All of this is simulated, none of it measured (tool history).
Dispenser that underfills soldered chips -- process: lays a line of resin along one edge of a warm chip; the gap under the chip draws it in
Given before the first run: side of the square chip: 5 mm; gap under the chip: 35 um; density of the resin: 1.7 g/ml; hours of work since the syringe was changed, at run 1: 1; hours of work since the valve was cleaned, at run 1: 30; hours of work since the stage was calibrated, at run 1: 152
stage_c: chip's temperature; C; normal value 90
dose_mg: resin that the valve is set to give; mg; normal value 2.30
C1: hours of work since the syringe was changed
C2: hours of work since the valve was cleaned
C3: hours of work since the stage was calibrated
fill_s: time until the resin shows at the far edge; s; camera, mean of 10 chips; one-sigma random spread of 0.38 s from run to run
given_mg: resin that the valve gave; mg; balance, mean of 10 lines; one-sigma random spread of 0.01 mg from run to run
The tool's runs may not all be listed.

Run 1, day 0.000: usual settings; C1 1; C2 30; C3 152. Result: fill_s 26.2 s, given_mg 2.27 mg.
Run 2, day 0.412: usual settings but stage_c 105 C; C1 9; C2 38; C3 160. Result: fill_s 28.6 s, given_mg 2.27 mg.
At day 0.488: new syringe of resin.
Run 3, day 0.612: usual settings but stage_c 105 C; C1 2; C2 41; C3 164. Result: fill_s 16.4 s, given_mg 2.24 mg.
Run 4, day 0.962: usual settings but stage_c 105 C; C1 9; C2 48; C3 170. Result: fill_s 29.3 s, given_mg 2.27 mg.
At day 1.038: new syringe of resin.
Run 5, day 1.212: usual settings but stage_c 105 C; C1 3; C2 52; C3 175. Result: fill_s 17.9 s, given_mg 2.24 mg.
Run 6, day 1.442: usual settings but dose_mg 2.61 mg; C1 8; C2 57; C3 179. Result: fill_s 46.8 s, given_mg 2.54 mg.
At day 1.592: new syringe of resin.
Run 7, day 1.750: usual settings; C1 3; C2 62; C3 184. Result: fill_s 31.9 s, given_mg 2.24 mg.
Run 8, day 1.942: usual settings but stage_c 103 C; C1 7; C2 66; C3 188. Result: fill_s 26.7 s, given_mg 2.22 mg.
At day 2.125: new syringe of resin.
Run 9, day 2.162: usual settings but stage_c 103 C; C1 1; C2 70; C3 192. Result: fill_s 15.5 s, given_mg 2.20 mg.
Run 10, day 2.367: usual settings but stage_c 103 C; C1 5; C2 73; C3 196. Result: fill_s 22.2 s, given_mg 2.23 mg.
Run 11, day 2.554: usual settings but stage_c 103 C; C1 8; C2 77; C3 199. Result: fill_s 30.0 s, given_mg 2.23 mg.
At day 2.683: new syringe of resin.
Run 12, day 2.988: usual settings but dose_mg 2.75 mg; C1 6; C2 85; C3 207. Result: fill_s 39.7 s, given_mg 2.64 mg.
At day 3.217: new syringe of resin.
Run 13, day 3.396: usual settings; C1 3; C2 92; C3 214. Result: fill_s 34.0 s, given_mg 2.20 mg.
Run 14, day 3.692: usual settings; C1 9; C2 98; C3 220. Result: fill_s 53.5 s, given_mg 2.20 mg.
At day 3.762: new syringe of resin.
Run 15, day 4.121: usual settings; C1 7; C2 106; C3 228. Result: fill_s 45.1 s, given_mg 2.18 mg.
At day 4.312: new syringe of resin.
Run 16, day 4.388: usual settings; C1 1; C2 110; C3 233. Result: fill_s 27.5 s, given_mg 2.17 mg.
Run 17, day 4.638: usual settings; C1 6; C2 115; C3 237. Result: fill_s 42.7 s, given_mg 2.16 mg.
At day 4.850: dispensing valve cleaned and set on the balance.
At day 4.892: new syringe of resin.
Run 18, day 5.021: usual settings but stage_c 92 C, dose_mg 2.18 mg; C1 2; C2 3; C3 243. Result: fill_s 28.8 s, given_mg 2.20 mg.
Run 19, day 5.371: usual settings but stage_c 93 C, dose_mg 2.53 mg; C1 9; C2 9; C3 250. Result: fill_s 48.0 s, given_mg 2.53 mg.
At day 5.429: new syringe of resin.
Run 20, day 5.783: usual settings but stage_c 75 C, dose_mg 2.49 mg; C1 7; C2 17; C3 257. Result: fill_s 83.9 s, given_mg 2.48 mg.
At day 5.979: new syringe of resin.
Run 21, day 6.042: usual settings but stage_c 92 C, dose_mg 2.75 mg; C1 1; C2 22; C3 262. Result: fill_s 25.5 s, given_mg 2.72 mg.
Run 22, day 6.421: usual settings but stage_c 100 C, dose_mg 2.33 mg; C1 8; C2 29; C3 269. Result: fill_s 35.3 s, given_mg 2.30 mg.
At day 6.525: new syringe of resin.
Run 23, day 6.821: usual settings but stage_c 95 C, dose_mg 2.20 mg; C1 5; C2 36; C3 276. Result: fill_s 32.9 s, given_mg 2.16 mg.
At day 7.075: new syringe of resin.
Run 24, day 7.075: usual settings but stage_c 95 C, dose_mg 2.02 mg; C1 0; C2 40; C3 281. Result: fill_s 21.7 s, given_mg 2.00 mg.
Run 25, day 7.471: usual settings but stage_c 98 C, dose_mg 2.39 mg; C1 7; C2 48; C3 288. Result: fill_s 35.6 s, given_mg 2.34 mg.
At day 7.612: new syringe of resin.
Run 26, day 7.904: usual settings but stage_c 89 C, dose_mg 2.58 mg; C1 5; C2 56; C3 296. Result: fill_s 42.0 s, given_mg 2.53 mg.
At day 8.167: new syringe of resin.
Run 27, day 8.262: usual settings but dose_mg 2.02 mg; C1 2; C2 62; C3 303. Result: fill_s 30.8 s, given_mg 1.96 mg.
Run 28, day 8.654: usual settings but stage_c 82 C, dose_mg 2.46 mg; C1 9; C2 69; C3 310. Result: fill_s 75.6 s, given_mg 2.38 mg.
At day 8.721: new syringe of resin.
Run 29, day 8.875: usual settings but stage_c 84 C, dose_mg 2.94 mg; C1 3; C2 73; C3 314. Result: fill_s 41.1 s, given_mg 2.84 mg.

How the hidden state differs across the entries between the runs, from the last listed run before each to the first after it:
Runs 2 to 3: new syringe of resin (day 0.488)
  resin's viscosity, % of fresh resin's: 208.3 -> 120.7; dose that the valve gives, % of what is set: 98.1 -> 97.93; true chip temperature over the reading, C: -0.44 -> -0.46
  measured less the result without the state, fill_s: +15.0 -> +3.1 s; given_mg: -0.05 -> -0.05 mg
Runs 4 to 5: new syringe of resin (day 1.038)
  resin's viscosity, % of fresh resin's: 211.8 -> 132.8; dose that the valve gives, % of what is set: 97.59 -> 97.37; true chip temperature over the reading, C: -0.49 -> -0.52
  measured less the result without the state, fill_s: +15.7 -> +4.9 s; given_mg: -0.05 -> -0.06 mg
Runs 6 to 7: new syringe of resin (day 1.592)
  resin's viscosity, % of fresh resin's: 191.5 -> 130; dose that the valve gives, % of what is set: 97.14 -> 96.87; true chip temperature over the reading, C: -0.54 -> -0.57
  measured less the result without the state, fill_s: +22.9 -> +8.1 s; given_mg: -0.07 -> -0.07 mg
Runs 8 to 9: new syringe of resin (day 2.125)
  resin's viscosity, % of fresh resin's: 176.7 -> 106.1; dose that the valve gives, % of what is set: 96.68 -> 96.47; true chip temperature over the reading, C: -0.59 -> -0.61
  measured less the result without the state, fill_s: +12.0 -> +1.3 s; given_mg: -0.08 -> -0.08 mg
Runs 11 to 12: new syringe of resin (day 2.683)
  resin's viscosity, % of fresh resin's: 199.3 -> 164.3; dose that the valve gives, % of what is set: 96.09 -> 95.71; true chip temperature over the reading, C: -0.64 -> -0.68
  measured less the result without the state, fill_s: +15.4 -> +16.2 s; given_mg: -0.09 -> -0.11 mg
Runs 12 to 13: new syringe of resin (day 3.217)
  resin's viscosity, % of fresh resin's: 164.3 -> 134.5; dose that the valve gives, % of what is set: 95.71 -> 95.36; true chip temperature over the reading, C: -0.68 -> -0.72
  measured less the result without the state, fill_s: +16.2 -> +9.6 s; given_mg: -0.11 -> -0.10 mg
Runs 14 to 15: new syringe of resin (day 3.762)
  resin's viscosity, % of fresh resin's: 216.3 -> 180; dose that the valve gives, % of what is set: 95.08 -> 94.68; true chip temperature over the reading, C: -0.75 -> -0.79
  measured less the result without the state, fill_s: +29.8 -> +21.1 s; given_mg: -0.11 -> -0.12 mg
Runs 15 to 16: new syringe of resin (day 4.312)
  resin's viscosity, % of fresh resin's: 180 -> 112.2; dose that the valve gives, % of what is set: 94.68 -> 94.45; true chip temperature over the reading, C: -0.79 -> -0.81
  measured less the result without the state, fill_s: +21.1 -> +4.1 s; given_mg: -0.12 -> -0.12 mg
Runs 17 to 18: dispensing valve cleaned and set on the balance (day 4.850); new syringe of resin (day 4.892)
  resin's viscosity, % of fresh resin's: 167.1 -> 124.2; dose that the valve gives, % of what is set: 94.22 -> 100.25; true chip temperature over the reading, C: -0.84 -> -0.87
  measured less the result without the state, fill_s: +18.2 -> +6.4 s; given_mg: -0.13 -> +0.00 mg
Runs 19 to 20: new syringe of resin (day 5.429)
  resin's viscosity, % of fresh resin's: 217.3 -> 179.1; dose that the valve gives, % of what is set: 99.92 -> 99.54; true chip temperature over the reading, C: -0.91 -> -0.94
  measured less the result without the state, fill_s: +26.5 -> +39.0 s; given_mg: +0.00 -> -0.01 mg
Runs 20 to 21: new syringe of resin (day 5.979)
  resin's viscosity, % of fresh resin's: 179.1 -> 111.8; dose that the valve gives, % of what is set: 99.54 -> 99.3; true chip temperature over the reading, C: -0.94 -> -0.97
  measured less the result without the state, fill_s: +39.0 -> +3.6 s; given_mg: -0.01 -> -0.02 mg
Runs 22 to 23: new syringe of resin (day 6.525)
  resin's viscosity, % of fresh resin's: 204.7 -> 159.8; dose that the valve gives, % of what is set: 98.94 -> 98.6; true chip temperature over the reading, C: -1 -> -1.04
  measured less the result without the state, fill_s: +18.6 -> +13.3 s; given_mg: -0.03 -> -0.03 mg
Runs 23 to 24: new syringe of resin (day 7.075)
  resin's viscosity, % of fresh resin's: 159.8 -> 101.5; dose that the valve gives, % of what is set: 98.6 -> 98.36; true chip temperature over the reading, C: -1.04 -> -1.06
  measured less the result without the state, fill_s: +13.3 -> +1.3 s; given_mg: -0.03 -> -0.03 mg
Runs 25 to 26: new syringe of resin (day 7.612)
  resin's viscosity, % of fresh resin's: 191.2 -> 160.7; dose that the valve gives, % of what is set: 98.03 -> 97.61; true chip temperature over the reading, C: -1.1 -> -1.14
  measured less the result without the state, fill_s: +17.5 -> +17.1 s; given_mg: -0.04 -> -0.06 mg
Runs 26 to 27: new syringe of resin (day 8.167)
  resin's viscosity, % of fresh resin's: 160.7 -> 116.1; dose that the valve gives, % of what is set: 97.61 -> 97.28; true chip temperature over the reading, C: -1.14 -> -1.17
  measured less the result without the state, fill_s: +17.1 -> +5.6 s; given_mg: -0.06 -> -0.05 mg
Runs 28 to 29: new syringe of resin (day 8.721)
  resin's viscosity, % of fresh resin's: 216.4 -> 129.9; dose that the valve gives, % of what is set: 96.92 -> 96.74; true chip temperature over the reading, C: -1.21 -> -1.23
  measured less the result without the state, fill_s: +42.5 -> +11.2 s; given_mg: -0.08 -> -0.10 mg
